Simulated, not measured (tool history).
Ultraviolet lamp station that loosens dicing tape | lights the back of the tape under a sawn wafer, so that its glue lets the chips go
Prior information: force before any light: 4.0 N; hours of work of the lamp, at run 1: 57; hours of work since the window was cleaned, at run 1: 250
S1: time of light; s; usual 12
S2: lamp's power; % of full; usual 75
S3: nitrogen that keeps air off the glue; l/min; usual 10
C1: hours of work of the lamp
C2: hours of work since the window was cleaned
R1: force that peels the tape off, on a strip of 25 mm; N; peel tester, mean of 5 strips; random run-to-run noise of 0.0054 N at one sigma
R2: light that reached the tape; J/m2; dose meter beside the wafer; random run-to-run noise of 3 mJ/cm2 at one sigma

run   hour  S1  S2  S3   C1   C2     R1    R2
  1      0  12  75  10   57  250  0.137  4060
  2    8.5  12  75  10   63  256  0.127  3970
  3   18.9  12  75  10   70  263  0.133  4010
  4   32.2  12  75   5   79  273  0.219  3970
  5   41.9  12  75  10   86  279  0.137  3950
  6   54.5  12  75  10   95  288  0.134  3930
  7   67.4  12  75  18  104  297  0.095  3940
  8     82  12  75  10  115  308  0.143  3920
  9   94.8  12  75  10  124  317  0.135  3950
 10  107.3  12  75  10  132  326   0.15  3890
 11  123.6  12  68  10  144  337  0.181  3520
 12  133.3  12  75  10  151  344  0.139  3860
 13  143.4  12  75  13  158  351  0.118  3770
 14  151.1  12  75  13  163  356  0.125  3820
 15  168.2  12  89  10  175  369  0.105  4520
 16  180.2  12  75  10  184  377  0.157  3780
 17  196.4   7  75  10  195  388  0.501  2200
 18    204  10  75  10  201  394  0.233  3100
 19  212.7  12  65  10  207  400  0.225  3210
 20  226.2  12  75  14  216  409  0.131  3730
 21  234.8  12  75  14  222  416   0.14  3700
 22  244.2  12  99   3  229  422  0.239  4910
     247.8  -- window cleaned of glue's vapour
 23  261.6  12  99   3  241   10  0.162  5560
 24  277.2  12  99   3  252   21   0.17  5410
 25  287.2   7  74   4  259   28  0.739  2400
 26  294.7  12  75  19  264   33  0.088  4200
 27  304.1  12  61   5  271   40  0.346  3410
 28  318.9  18  61  16  281   50  0.073  5050
 29  327.3   8  80   7  287   56  0.354  2940
 30  338.4  23  95  10  295   64  0.058  9970
 31  345.8  23  95  10  300   69  0.064  9990
 32  356.5  12  75  12  308   77  0.125  4060
 33  367.9  12  75  12  316   85  0.108  4080
 34  380.1  14  69   4  325   93   0.23  4310
 35  396.5  15  62  10  336  105  0.122  4120
 36  404.9   8  62  10  342  111  0.485  2200
 37  419.7   8  62  10  353  121  0.503  2230
 38  435.5  11  74  10  364  132  0.177  3570
 39  452.4  12  75  13  376  144  0.115  3990
 40  466.1  12  75  13  385  154  0.116  3900
 41  474.8  24  83   3  391  160  0.076  8620

Forecast each of these 5 alternatives for the next run:
  A  486.3  18  96  10  400  168   ?   ?
  B  486.3  24  83   6  400  168   ?   ?
  C  486.3  12  75  20  400  168   ?   ?
  D  486.3  14  75  12  400  168   ?   ?
  E  486.3  13  65  10  400  168   ?   ?

run     R1    R2
  A  0.063  7370
  B  0.062  8600
  C  0.096  3840
  D  0.102  4520
  E  0.165  3640
Without the tool's hidden state the same runs would have given:
run     R1    R2
  A  0.062  8410
  B  0.061  9810
  C  0.079  4380
  D  0.086  5160
  E  0.124  4150
